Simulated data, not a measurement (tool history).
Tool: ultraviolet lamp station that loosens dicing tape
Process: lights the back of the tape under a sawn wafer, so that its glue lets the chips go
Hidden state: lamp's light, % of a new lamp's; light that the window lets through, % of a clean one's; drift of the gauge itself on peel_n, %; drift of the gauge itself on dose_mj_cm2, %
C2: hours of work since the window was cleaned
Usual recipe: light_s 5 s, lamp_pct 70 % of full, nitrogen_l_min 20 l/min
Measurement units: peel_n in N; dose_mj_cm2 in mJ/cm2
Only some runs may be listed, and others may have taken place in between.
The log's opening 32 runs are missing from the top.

run 33 day=20.912 | light_s=5 lamp_pct=70 nitrogen_l_min=8 | hours_of_work_of_the_lamp=495 C2=122 | peel_n=1.628 dose_mj_cm2=195
run 34 day=21.346 | light_s=5 lamp_pct=70 nitrogen_l_min=8 | hours_of_work_of_the_lamp=500 C2=127 | peel_n=1.604 dose_mj_cm2=197
run 35 day=21.783 | light_s=5 lamp_pct=70 nitrogen_l_min=8 | hours_of_work_of_the_lamp=505 C2=133 | peel_n=1.639 dose_mj_cm2=192
run 36 day=22.625 | light_s=5 lamp_pct=70 nitrogen_l_min=8 | hours_of_work_of_the_lamp=515 C2=143 | peel_n=1.658 dose_mj_cm2=187
run 37 day=23.121 | light_s=5 lamp_pct=70 nitrogen_l_min=8 | hours_of_work_of_the_lamp=521 C2=148 | peel_n=1.710 dose_mj_cm2=191
run 38 day=23.712 | light_s=5 lamp_pct=86 nitrogen_l_min=20 | hours_of_work_of_the_lamp=528 C2=155 | peel_n=0.589 dose_mj_cm2=229
run 39 day=24.229 | light_s=6 lamp_pct=68 nitrogen_l_min=22 | hours_of_work_of_the_lamp=534 C2=162 | peel_n=0.644 dose_mj_cm2=219
run 40 day=24.967 | light_s=2 lamp_pct=71 nitrogen_l_min=28 | hours_of_work_of_the_lamp=543 C2=170 | peel_n=2.927 dose_mj_cm2=74
run 41 day=25.571 | light_s=5 lamp_pct=83 nitrogen_l_min=12 | hours_of_work_of_the_lamp=550 C2=177 | peel_n=0.989 dose_mj_cm2=219
run 42 day=26.358 | light_s=5 lamp_pct=83 nitrogen_l_min=12 | hours_of_work_of_the_lamp=559 C2=187 | peel_n=1.018 dose_mj_cm2=217

Each row is a separate what-if for the run after 42, all from the same tool condition, not one after another. Results?
run A day=26.838 | light_s=5 lamp_pct=70 nitrogen_l_min=6 | hours_of_work_of_the_lamp=565 C2=192 | peel_n=? dose_mj_cm2=?
run B day=26.838 | light_s=8 lamp_pct=96 nitrogen_l_min=16 | hours_of_work_of_the_lamp=565 C2=192 | peel_n=? dose_mj_cm2=?
run C day=26.838 | light_s=10 lamp_pct=70 nitrogen_l_min=8 | hours_of_work_of_the_lamp=565 C2=192 | peel_n=? dose_mj_cm2=?
run D day=26.838 | light_s=5 lamp_pct=83 nitrogen_l_min=12 | hours_of_work_of_the_lamp=565 C2=192 | peel_n=? dose_mj_cm2=?
run E day=26.838 | light_s=5 lamp_pct=65 nitrogen_l_min=25 | hours_of_work_of_the_lamp=565 C2=192 | peel_n=? dose_mj_cm2=?

run=A peel_n=2.148 dose_mj_cm2=175
run=B peel_n=0.270 dose_mj_cm2=387
run=C peel_n=0.544 dose_mj_cm2=361
run=D peel_n=1.051 dose_mj_cm2=210
run=E peel_n=0.997 dose_mj_cm2=164
Stripped of hidden state, with their random variation kept, the same runs would have yielded:
run=A peel_n=1.038 dose_mj_cm2=281
run=B peel_n=0.198 dose_mj_cm2=621
run=C peel_n=0.251 dose_mj_cm2=576
run=D peel_n=0.418 dose_mj_cm2=336
run=E peel_n=0.396 dose_mj_cm2=264
